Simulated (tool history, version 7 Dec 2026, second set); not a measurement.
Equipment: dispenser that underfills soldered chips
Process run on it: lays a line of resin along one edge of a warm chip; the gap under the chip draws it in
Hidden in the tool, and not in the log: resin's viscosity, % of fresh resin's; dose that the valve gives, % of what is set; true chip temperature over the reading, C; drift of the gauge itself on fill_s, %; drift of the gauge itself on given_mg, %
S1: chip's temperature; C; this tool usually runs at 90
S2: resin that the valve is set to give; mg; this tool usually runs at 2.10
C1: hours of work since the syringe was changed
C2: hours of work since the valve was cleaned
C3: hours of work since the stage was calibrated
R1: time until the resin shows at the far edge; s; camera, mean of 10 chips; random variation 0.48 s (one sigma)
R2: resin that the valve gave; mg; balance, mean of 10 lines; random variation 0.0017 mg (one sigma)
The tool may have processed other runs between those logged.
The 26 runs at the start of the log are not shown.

{"hour": 112.7, "done": "new syringe of resin"}
{"run": 27, "hour": 115.1, "S1": 98, "S2": 2.13, "C1": 2, "C2": 23, "C3": 103, "R1": 31.3, "R2": 2.117}
{"run": 28, "hour": 120.1, "S1": 98, "S2": 2.13, "C1": 5, "C2": 26, "C3": 106, "R1": 38.8, "R2": 2.112}
{"hour": 122.0, "done": "new syringe of resin"}
{"run": 29, "hour": 125.9, "S1": 87, "S2": 2.49, "C1": 3, "C2": 30, "C3": 110, "R1": 46.0, "R2": 2.464}
{"run": 30, "hour": 129.2, "S1": 96, "S2": 2.66, "C1": 5, "C2": 32, "C3": 112, "R1": 39.3, "R2": 2.632}
{"hour": 131.5, "done": "new syringe of resin"}
{"run": 31, "hour": 132.8, "S1": 93, "S2": 1.8, "C1": 1, "C2": 34, "C3": 114, "R1": 35.9, "R2": 1.778}
{"run": 32, "hour": 135.6, "S1": 99, "S2": 2.46, "C1": 3, "C2": 36, "C3": 116, "R1": 32.3, "R2": 2.43}
{"hour": 140.7, "done": "new syringe of resin"}
{"run": 33, "hour": 141.1, "S1": 91, "S2": 2.65, "C1": 0, "C2": 40, "C3": 120, "R1": 34.5, "R2": 2.615}
{"run": 34, "hour": 144.4, "S1": 91, "S2": 2.65, "C1": 2, "C2": 42, "C3": 122, "R1": 40.0, "R2": 2.609}
{"hour": 147.9, "done": "dispensing valve cleaned and set on the balance"}
{"run": 35, "hour": 150.2, "S1": 91, "S2": 2.65, "C1": 6, "C2": 2, "C3": 125, "R1": 49.0, "R2": 2.645}

4 ways to go on from here, each from the tool as it stands after run 35. What would each give?
{"hour": 151.0, "done": "new syringe of resin"}
{"run": "A", "hour": 155.1, "S1": 101, "S2": 2.35, "C1": 3, "C2": 5, "C3": 128, "R1": "?", "R2": "?"}
{"hour": 151.0, "done": "new syringe of resin"}
{"run": "B", "hour": 155.1, "S1": 98, "S2": 1.81, "C1": 3, "C2": 5, "C3": 128, "R1": "?", "R2": "?"}
{"hour": 151.0, "done": "new syringe of resin"}
{"run": "C", "hour": 155.1, "S1": 96, "S2": 2.46, "C1": 3, "C2": 5, "C3": 128, "R1": "?", "R2": "?"}
{"hour": 151.0, "done": "new syringe of resin"}
{"run": "D", "hour": 155.1, "S1": 79, "S2": 2.26, "C1": 3, "C2": 5, "C3": 128, "R1": "?", "R2": "?"}

run=A R1=29.5 R2=2.345
run=B R1=35.2 R2=1.807
run=C R1=35.2 R2=2.456
run=D R1=60.6 R2=2.255
Without the tool's unlogged condition, the same runs would have read:
run=A R1=25.2 R2=2.350
run=B R1=30.0 R2=1.810
run=C R1=30.1 R2=2.461
run=D R1=52.0 R2=2.259

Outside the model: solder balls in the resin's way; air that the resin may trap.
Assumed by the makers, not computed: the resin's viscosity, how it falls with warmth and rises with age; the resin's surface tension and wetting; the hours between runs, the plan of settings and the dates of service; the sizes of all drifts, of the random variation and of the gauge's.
